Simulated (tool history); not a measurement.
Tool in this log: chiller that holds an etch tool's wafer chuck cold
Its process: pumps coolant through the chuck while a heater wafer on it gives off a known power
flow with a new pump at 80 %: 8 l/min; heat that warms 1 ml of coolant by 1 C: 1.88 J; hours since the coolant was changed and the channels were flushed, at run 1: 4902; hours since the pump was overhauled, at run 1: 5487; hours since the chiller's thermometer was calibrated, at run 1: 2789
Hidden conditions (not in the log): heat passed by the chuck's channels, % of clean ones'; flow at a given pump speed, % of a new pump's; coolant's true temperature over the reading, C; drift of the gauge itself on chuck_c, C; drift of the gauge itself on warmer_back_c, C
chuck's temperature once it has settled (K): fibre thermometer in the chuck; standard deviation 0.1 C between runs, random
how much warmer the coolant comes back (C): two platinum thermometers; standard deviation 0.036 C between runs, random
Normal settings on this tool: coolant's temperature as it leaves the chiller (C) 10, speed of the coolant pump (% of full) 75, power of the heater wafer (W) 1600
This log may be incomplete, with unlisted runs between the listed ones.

| run | day | coolant's temperature as it leaves the chiller (C) | speed of the coolant pump (% of full) | power of the heater wafer (W) | hours since the coolant was changed and the channels were flushed | hours since the pump was overhauled | hours since the chiller's thermometer was calibrated | chuck's temperature once it has settled (K) | how much warmer the coolant comes back (C) |
|---|---|---|---|---|---|---|---|---|---|
| 1 | 0 | 10 | 75 | 1600 | 4902 | 5487 | 2789 | 298.65 | 7.04 |
| 2 | 5.358 | 10 | 75 | 1600 | 5030 | 5616 | 2918 | 298.65 | 6.99 |
| 3 | 11.617 | 10 | 75 | 819 | 5180 | 5766 | 3068 | 291.25 | 3.66 |
| 4 | 17.912 | 10 | 75 | 819 | 5332 | 5917 | 3219 | 291.25 | 3.61 |
| 5 | 24.417 | 10 | 86 | 819 | 5488 | 6073 | 3375 | 290.25 | 3.13 |
| 6 | 32.3 | 10 | 86 | 819 | 5677 | 6262 | 3564 | 290.65 | 3.22 |
| 7 | 38.533 | 19 | 75 | 1600 | 5826 | 6412 | 3714 | 308.05 | 7.11 |
| 8 | 43.892 | 19 | 75 | 1600 | 5955 | 6540 | 3843 | 308.05 | 7.06 |
| 9 | 50.088 | 10 | 75 | 1600 | 6104 | 6689 | 3991 | 299.35 | 7.1 |
| 10 | 58.867 | 10 | 75 | 1600 | 6315 | 6900 | 4202 | 299.25 | 7.09 |
| 11 | 65.246 | 10 | 85 | 1600 | 6468 | 7053 | 4355 | 297.85 | 6.32 |
| 12 | 71.25 | 10 | 85 | 1600 | 6612 | 7197 | 4499 | 297.65 | 6.25 |
| 13 | 75.825 | 10 | 85 | 1600 | 6721 | 7307 | 4609 | 297.85 | 6.35 |
| 14 | 83.971 | 10 | 85 | 1600 | 6917 | 7502 | 4805 | 297.95 | 6.25 |
| 15 | 93.067 | 10 | 76 | 1600 | 7135 | 7721 | 5023 | 299.65 | 7.05 |
| 16 | 97.175 | 10 | 75 | 922 | 7234 | 7819 | 5121 | 292.95 | 4.16 |
| 17 | 103.342 | 10 | 75 | 1648 | 7382 | 7967 | 5269 | 300.35 | 7.34 |
| 18 | 107.467 | 14 | 63 | 1082 | 7481 | 8066 | 5368 | 300.65 | 5.81 |
|  | 116.058 | chiller's thermometer calibrated |
| 19 | 116.446 | 14 | 75 | 981 | 7695 | 8281 | 9 | 297.35 | 4.44 |
| 20 | 122.35 | 17 | 75 | 1600 | 7837 | 8422 | 151 | 306.85 | 7.14 |
| 21 | 126.058 | 5 | 68 | 1755 | 7926 | 8511 | 240 | 298.25 | 8.72 |
| 22 | 132.446 | 5 | 68 | 1755 | 8079 | 8665 | 393 | 298.35 | 8.64 |
|  | 136.071 | coolant pump overhauled |
| 23 | 139.788 | 11 | 86 | 1403 | 8251 | 89 | 564 | 296.75 | 5.19 |
| 24 | 146.525 | 11 | 86 | 1403 | 8412 | 251 | 726 | 296.95 | 5.19 |
| 25 | 151.329 | 20 | 90 | 1585 | 8528 | 366 | 841 | 307.05 | 5.66 |
| 26 | 156.704 | 11 | 77 | 1004 | 8657 | 495 | 970 | 294.25 | 4.13 |

Forecast run 27:
| 27 | 163.288 | 11 | 77 | 1004 | 8815 | 653 | 1128 | ? | ? |

{"run 27": {"chuck's temperature once it has settled (K)": 294.35, "how much warmer the coolant comes back (C)": 4.2}}
Without the tool's hidden state the same run would have given chuck's temperature once it has settled (K) 292.55, how much warmer the coolant comes back (C) 4.19.

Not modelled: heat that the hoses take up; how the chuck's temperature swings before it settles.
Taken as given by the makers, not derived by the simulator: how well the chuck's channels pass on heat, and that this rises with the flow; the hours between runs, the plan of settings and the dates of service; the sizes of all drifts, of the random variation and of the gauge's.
